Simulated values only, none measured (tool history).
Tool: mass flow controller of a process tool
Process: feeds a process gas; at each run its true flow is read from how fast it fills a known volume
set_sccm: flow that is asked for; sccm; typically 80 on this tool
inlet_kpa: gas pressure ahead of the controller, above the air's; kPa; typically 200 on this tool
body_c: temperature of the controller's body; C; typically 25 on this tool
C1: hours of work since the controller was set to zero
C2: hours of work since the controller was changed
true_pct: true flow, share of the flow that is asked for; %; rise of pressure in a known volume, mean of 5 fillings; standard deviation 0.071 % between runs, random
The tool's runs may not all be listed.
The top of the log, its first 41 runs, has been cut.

run 42 hour=7920.7 | set_sccm=70 inlet_kpa=158 body_c=25 | C1=1528 C2=6923 | true_pct=97.97
run 43 hour=8078.0 | set_sccm=70 inlet_kpa=158 body_c=25 | C1=1619 C2=7014 | true_pct=97.97
run 44 hour=8314.8 | set_sccm=70 inlet_kpa=179 body_c=31 | C1=1757 C2=7152 | true_pct=97.48
run 45 hour=8523.7 | set_sccm=155 inlet_kpa=200 body_c=25 | C1=1878 C2=7273 | true_pct=98.82
run 46 hour=8717.6 | set_sccm=121 inlet_kpa=200 body_c=39 | C1=1991 C2=7386 | true_pct=97.16
run 47 hour=8906.8 | set_sccm=121 inlet_kpa=200 body_c=39 | C1=2100 C2=7495 | true_pct=97.17
run 48 hour=9117.1 | set_sccm=121 inlet_kpa=228 body_c=39 | C1=2223 C2=7618 | true_pct=97.23
run 49 hour=9250.2 | set_sccm=80 inlet_kpa=272 body_c=29 | C1=2300 C2=7695 | true_pct=98.08

3 ways to go on from here, each from the tool as it stands after run 49. What would each give?
run A hour=9361.0 | set_sccm=80 inlet_kpa=272 body_c=23 | C1=2364 C2=7759 | true_pct=?
run B hour=9361.0 | set_sccm=153 inlet_kpa=163 body_c=27 | C1=2364 C2=7759 | true_pct=?
run C hour=9361.0 | set_sccm=51 inlet_kpa=191 body_c=25 | C1=2364 C2=7759 | true_pct=?

run=A true_pct=98.45
run=B true_pct=98.13
run=C true_pct=97.43
The same runs, with their run-to-run variation unchanged, on a tool lacking any hidden condition would have given:
run=A true_pct=99.93
run=B true_pct=99.34
run=C true_pct=99.23
